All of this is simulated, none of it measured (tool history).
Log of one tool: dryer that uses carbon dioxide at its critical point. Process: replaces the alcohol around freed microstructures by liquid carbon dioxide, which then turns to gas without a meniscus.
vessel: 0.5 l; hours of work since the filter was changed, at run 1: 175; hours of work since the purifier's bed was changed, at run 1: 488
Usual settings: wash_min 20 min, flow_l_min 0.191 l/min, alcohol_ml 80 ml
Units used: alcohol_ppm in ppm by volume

run,day,wash_min,flow_l_min,alcohol_ml,hours of work since the filter was changed,hours of work since the purifier's bed was changed,alcohol_ppm
1,0,20,0.191,80,175,488,489
2,1.225,20,0.191,80,194,507,516
3,3.017,20,0.191,80,223,535,555
4,5.038,20,0.191,80,255,567,614
5,7.033,20,0.191,80,286,599,644
# day 9.754: purifier's bed changed
6,9.858,20,0.191,80,329,2,601
7,11.212,20,0.151,80,350,23,2051
8,13.383,20,0.191,42,385,57,375
9,14.625,20,0.191,42,404,77,395
10,16.196,18,0.2,56,429,102,788
# day 18.267: inlet filter changed
11,18.467,12,0.246,115,3,137,1757
12,19.796,12,0.246,115,24,158,1857
13,21.879,18,0.147,80,57,191,2221
14,23.567,21,0.191,29,84,218,153

Run 15 has not been measured yet. What should we expect?
15,25.267,22,0.145,29,111,245,?

{"run 15": {"alcohol_ppm": 411}}
Were there no unlogged condition in the tool, this run, its random variation unchanged, would have produced alcohol_ppm 284 ppm by volume.

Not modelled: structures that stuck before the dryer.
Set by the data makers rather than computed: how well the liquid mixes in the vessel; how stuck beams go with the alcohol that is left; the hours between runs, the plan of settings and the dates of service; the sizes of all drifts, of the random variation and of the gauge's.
